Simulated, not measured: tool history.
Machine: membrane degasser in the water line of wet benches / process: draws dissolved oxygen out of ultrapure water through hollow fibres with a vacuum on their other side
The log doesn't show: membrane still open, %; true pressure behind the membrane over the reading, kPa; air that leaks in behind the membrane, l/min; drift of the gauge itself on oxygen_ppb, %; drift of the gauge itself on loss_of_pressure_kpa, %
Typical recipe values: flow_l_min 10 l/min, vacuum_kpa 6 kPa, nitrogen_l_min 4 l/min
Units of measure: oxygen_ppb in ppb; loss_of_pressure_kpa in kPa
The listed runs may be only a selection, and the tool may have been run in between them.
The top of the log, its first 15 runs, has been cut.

| run | day | flow_l_min | vacuum_kpa | nitrogen_l_min | hours since the membrane was changed | hours since the vacuum gauge was calibrated | hours since the vacuum lines were made tight | oxygen_ppb | loss_of_pressure_kpa |
|---|---|---|---|---|---|---|---|---|---|
|  | 83.779 | seals of the vacuum lines changed |
| 16 | 83.779 | 10 | 6 | 4 | 5454 | 1349 | 0 | 22.1 | 60.46 |
| 17 | 87.254 | 6 | 4.56 | 4 | 5537 | 1433 | 83 | 5 | 36.06 |
| 18 | 91.412 | 6 | 4.56 | 4 | 5637 | 1533 | 183 | 6.1 | 36.15 |
| 19 | 97.917 | 8 | 6 | 2.71 | 5793 | 1689 | 339 | 22.5 | 48.11 |
| 20 | 101.567 | 8 | 6.47 | 6.7 | 5881 | 1776 | 427 | 12.1 | 48.72 |
| 21 | 108.938 | 8 | 6.47 | 6.7 | 6058 | 1953 | 604 | 11.8 | 48.2 |
| 22 | 112.362 | 10 | 5.05 | 6.36 | 6140 | 2035 | 686 | 11.9 | 61.12 |
| 23 | 116.142 | 10 | 5.05 | 6.36 | 6231 | 2126 | 777 | 11.7 | 60.64 |
| 24 | 120.321 | 10 | 5.05 | 6.36 | 6331 | 2226 | 877 | 11.1 | 60.84 |
| 25 | 123.7 | 10 | 5.05 | 6.36 | 6412 | 2308 | 958 | 11.9 | 61.02 |
| 26 | 128.167 | 9 | 11.07 | 1.76 | 6519 | 2415 | 1065 | 101.2 | 54.32 |
| 27 | 134.362 | 9 | 11.07 | 1.76 | 6668 | 2563 | 1214 | 101.9 | 54.55 |
| 28 | 139.704 | 9 | 11.07 | 1.76 | 6796 | 2692 | 1342 | 101.1 | 54.63 |
| 29 | 147.417 | 9 | 11.07 | 1.76 | 6981 | 2877 | 1527 | 99.4 | 54.89 |
| 30 | 155.2 | 10 | 6 | 11.29 | 7168 | 3064 | 1714 | 11.4 | 61.07 |
| 31 | 158.708 | 10 | 5.72 | 7.88 | 7252 | 3148 | 1798 | 12.3 | 60.85 |

Predict each of these 3 candidate next runs independently; none follows another, all start after run 31:
|  | 162.767 | vacuum gauge calibrated |
| A | 164.008 | 15 | 10.11 | 7.88 | 7379 | 30 | 1925 | ? | ? |
|  | 162.767 | vacuum gauge calibrated |
| B | 164.008 | 7 | 5.72 | 9.65 | 7379 | 30 | 1925 | ? | ? |
|  | 162.767 | vacuum gauge calibrated |
| C | 164.008 | 10 | 3.69 | 5.35 | 7379 | 30 | 1925 | ? | ? |

| run | oxygen_ppb | loss_of_pressure_kpa |
|---|---|---|
| A | 49.8 | 92.03 |
| B | 6.3 | 42.81 |
| C | 6.5 | 61.15 |
Without the tool's hidden state the same runs would have given:
| run | oxygen_ppb | loss_of_pressure_kpa |
|---|---|---|
| A | 46.9 | 89.38 |
| B | 6 | 41.58 |
| C | 5.7 | 59.4 |

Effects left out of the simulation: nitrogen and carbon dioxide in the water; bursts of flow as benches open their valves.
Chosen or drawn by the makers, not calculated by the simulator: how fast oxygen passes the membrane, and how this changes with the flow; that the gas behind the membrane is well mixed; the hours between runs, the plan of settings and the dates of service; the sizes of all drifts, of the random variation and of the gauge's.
